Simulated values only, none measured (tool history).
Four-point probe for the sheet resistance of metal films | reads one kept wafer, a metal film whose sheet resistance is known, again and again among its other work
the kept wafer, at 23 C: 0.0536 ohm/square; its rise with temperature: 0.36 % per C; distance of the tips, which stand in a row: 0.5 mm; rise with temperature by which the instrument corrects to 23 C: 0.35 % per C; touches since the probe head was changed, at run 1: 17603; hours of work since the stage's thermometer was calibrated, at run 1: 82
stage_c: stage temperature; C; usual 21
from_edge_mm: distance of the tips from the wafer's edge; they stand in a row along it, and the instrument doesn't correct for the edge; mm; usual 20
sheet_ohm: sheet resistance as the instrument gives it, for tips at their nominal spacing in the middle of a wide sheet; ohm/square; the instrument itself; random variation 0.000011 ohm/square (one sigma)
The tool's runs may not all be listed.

run    hour  stage_c  from_edge_mm  touches since the probe head was changed  hours of work since the stage's thermometer was calibrated  sheet_ohm
  1       0       21            20                                     17603                                                          82   0.053238
  2    69.1       25            20                                     18900                                                         113   0.053284
  3   121.5       25            20                                     19882                                                         137   0.053303
  4   158.8       25            20                                     20582                                                         154   0.053277
  5   228.1       25            20                                     21884                                                         186   0.053271
  6   275.8       25            20                                     22778                                                         208   0.053264
  7   307.5       25            20                                     23373                                                         222   0.053281
  8   356.6       25            20                                     24295                                                         245   0.053253
  9   387.4       25            20                                     24873                                                         259   0.053281
 10   440.6       25            64                                     25871                                                         283   0.053243
 11     486       25            64                                     26723                                                         304   0.053234
 12   523.3       26            20                                     27424                                                         321   0.053284
 13   557.2       26            32                                     28059                                                         336    0.05326
 14   614.8       26            32                                     29140                                                         363   0.053268
 15   664.4       35            20                                     30072                                                         385   0.053356
 16   722.5       24             8                                     31162                                                         412   0.053323
 17   761.2       22            60                                     31888                                                         430    0.05319
 18   792.5       27            43                                     32475                                                         444    0.05325
 19   856.7       27            43                                     33679                                                         473   0.053262
 20   893.3       26            25                                     34367                                                         490    0.05323
 21   944.2       28            22                                     35321                                                         513   0.053265
 22  1006.8       28            22                                     36496                                                         542   0.053264
 23  1067.9       28            22                                     37642                                                         570   0.053277
 24  1117.6       28            26                                     38576                                                         592   0.053256
 25  1154.5       33            10                                     39268                                                         609   0.053352
 26  1192.9       35             4                                     39990                                                         627   0.053766
 27  1238.7       31            20                                     40849                                                         648   0.053285
 28    1303       20            46                                     42055                                                         677   0.053161
 29  1357.5       20            46                                     43079                                                         702   0.053156
 30    1424       22            16                                     44326                                                         732   0.053192

5 ways to go on from here, each from the tool as it stands after run 30. What would each give?
  A  1493       22             6                                     45621                                                         764          ?
  B  1493       33            20                                     45621                                                         764          ?
  C  1493       28             9                                     45621                                                         764          ?
  D  1493       22            36                                     45621                                                         764          ?
  E  1493       23            20                                     45621                                                         764          ?

run  sheet_ohm
  A   0.053362
  B   0.053277
  C   0.053316
  D   0.053167
  E   0.053214
Without the tool's hidden state the same runs would have given:
run  sheet_ohm
  A   0.053787
  B   0.053703
  C   0.053742
  D   0.053591
  E   0.053638

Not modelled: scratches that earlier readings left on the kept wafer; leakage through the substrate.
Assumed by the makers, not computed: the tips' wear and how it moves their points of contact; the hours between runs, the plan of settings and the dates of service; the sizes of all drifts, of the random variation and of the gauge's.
